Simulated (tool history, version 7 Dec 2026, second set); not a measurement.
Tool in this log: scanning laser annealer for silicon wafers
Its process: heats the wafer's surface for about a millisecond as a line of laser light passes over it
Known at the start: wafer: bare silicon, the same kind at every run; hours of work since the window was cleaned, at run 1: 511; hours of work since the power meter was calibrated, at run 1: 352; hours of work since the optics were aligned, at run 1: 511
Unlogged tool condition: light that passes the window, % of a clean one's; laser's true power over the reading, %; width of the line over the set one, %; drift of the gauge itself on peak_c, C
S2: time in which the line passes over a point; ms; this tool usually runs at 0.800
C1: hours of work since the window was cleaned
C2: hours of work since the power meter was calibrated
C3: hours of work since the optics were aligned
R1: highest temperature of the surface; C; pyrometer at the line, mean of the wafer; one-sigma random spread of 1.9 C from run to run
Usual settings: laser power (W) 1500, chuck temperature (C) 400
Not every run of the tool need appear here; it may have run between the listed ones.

{"run": 1, "day": 0.0, "laser power (W)": 1500, "S2": 0.8, "chuck temperature (C)": 400, "C1": 511, "C2": 352, "C3": 511, "R1": 1140}
{"run": 2, "day": 1.658, "laser power (W)": 1500, "S2": 0.8, "chuck temperature (C)": 400, "C1": 542, "C2": 383, "C3": 542, "R1": 1137}
{"run": 3, "day": 2.758, "laser power (W)": 1500, "S2": 0.8, "chuck temperature (C)": 423, "C1": 563, "C2": 404, "C3": 563, "R1": 1159}
{"run": 4, "day": 3.633, "laser power (W)": 1500, "S2": 0.8, "chuck temperature (C)": 423, "C1": 579, "C2": 421, "C3": 579, "R1": 1155}
{"run": 5, "day": 4.717, "laser power (W)": 1500, "S2": 0.8, "chuck temperature (C)": 423, "C1": 600, "C2": 441, "C3": 600, "R1": 1155}
{"day": 5.138, "done": "window over the wafer cleaned"}
{"run": 6, "day": 6.683, "laser power (W)": 1500, "S2": 0.8, "chuck temperature (C)": 388, "C1": 29, "C2": 477, "C3": 635, "R1": 1089}
{"run": 7, "day": 7.604, "laser power (W)": 1500, "S2": 0.878, "chuck temperature (C)": 388, "C1": 47, "C2": 494, "C3": 653, "R1": 1113}
{"run": 8, "day": 9.15, "laser power (W)": 1500, "S2": 0.878, "chuck temperature (C)": 388, "C1": 76, "C2": 523, "C3": 682, "R1": 1111}
{"run": 9, "day": 10.412, "laser power (W)": 1500, "S2": 0.878, "chuck temperature (C)": 427, "C1": 100, "C2": 547, "C3": 706, "R1": 1152}
{"run": 10, "day": 12.338, "laser power (W)": 1645, "S2": 0.8, "chuck temperature (C)": 400, "C1": 136, "C2": 584, "C3": 742, "R1": 1178}
{"run": 11, "day": 14.012, "laser power (W)": 1500, "S2": 0.8, "chuck temperature (C)": 400, "C1": 168, "C2": 615, "C3": 774, "R1": 1088}
{"run": 12, "day": 15.267, "laser power (W)": 1500, "S2": 0.597, "chuck temperature (C)": 400, "C1": 192, "C2": 639, "C3": 798, "R1": 995}
{"run": 13, "day": 16.283, "laser power (W)": 1340, "S2": 0.68, "chuck temperature (C)": 369, "C1": 211, "C2": 658, "C3": 817, "R1": 915}
{"day": 16.696, "done": "window over the wafer cleaned, once more"}
{"day": 17.217, "done": "optics aligned, line set to its width"}
{"run": 14, "day": 17.562, "laser power (W)": 1340, "S2": 0.68, "chuck temperature (C)": 369, "C1": 12, "C2": 677, "C3": 6, "R1": 997}
{"run": 15, "day": 18.704, "laser power (W)": 1500, "S2": 0.652, "chuck temperature (C)": 438, "C1": 34, "C2": 699, "C3": 28, "R1": 1144}
{"run": 16, "day": 19.904, "laser power (W)": 1311, "S2": 0.8, "chuck temperature (C)": 400, "C1": 57, "C2": 721, "C3": 51, "R1": 1052}
{"run": 17, "day": 21.867, "laser power (W)": 1311, "S2": 0.8, "chuck temperature (C)": 400, "C1": 94, "C2": 759, "C3": 88, "R1": 1055}
{"run": 18, "day": 23.529, "laser power (W)": 1445, "S2": 0.744, "chuck temperature (C)": 400, "C1": 125, "C2": 790, "C3": 119, "R1": 1112}
{"run": 19, "day": 24.504, "laser power (W)": 1371, "S2": 0.752, "chuck temperature (C)": 369, "C1": 144, "C2": 808, "C3": 138, "R1": 1036}
{"run": 20, "day": 26.242, "laser power (W)": 1505, "S2": 0.671, "chuck temperature (C)": 396, "C1": 177, "C2": 841, "C3": 171, "R1": 1109}
{"run": 21, "day": 27.267, "laser power (W)": 1505, "S2": 0.625, "chuck temperature (C)": 435, "C1": 196, "C2": 861, "C3": 190, "R1": 1124}
{"run": 22, "day": 28.529, "laser power (W)": 1505, "S2": 0.625, "chuck temperature (C)": 435, "C1": 220, "C2": 885, "C3": 214, "R1": 1118}
{"run": 23, "day": 30.012, "laser power (W)": 1500, "S2": 0.8, "chuck temperature (C)": 410, "C1": 248, "C2": 913, "C3": 242, "R1": 1170}
{"run": 24, "day": 31.829, "laser power (W)": 1500, "S2": 0.8, "chuck temperature (C)": 410, "C1": 282, "C2": 947, "C3": 276, "R1": 1169}

Alternative continuations, all from the tool just after run 24; predict every row:
{"run": "A", "day": 33.3, "laser power (W)": 1500, "S2": 0.8, "chuck temperature (C)": 437, "C1": 310, "C2": 975, "C3": 304, "R1": "?"}
{"run": "B", "day": 33.3, "laser power (W)": 1500, "S2": 0.8, "chuck temperature (C)": 396, "C1": 310, "C2": 975, "C3": 304, "R1": "?"}
{"run": "C", "day": 33.3, "laser power (W)": 1503, "S2": 0.569, "chuck temperature (C)": 414, "C1": 310, "C2": 975, "C3": 304, "R1": "?"}

run=A R1=1193
run=B R1=1151
run=C R1=1063
Without the tool's hidden state the same runs would have given:
run=A R1=1225
run=B R1=1184
run=C R1=1090
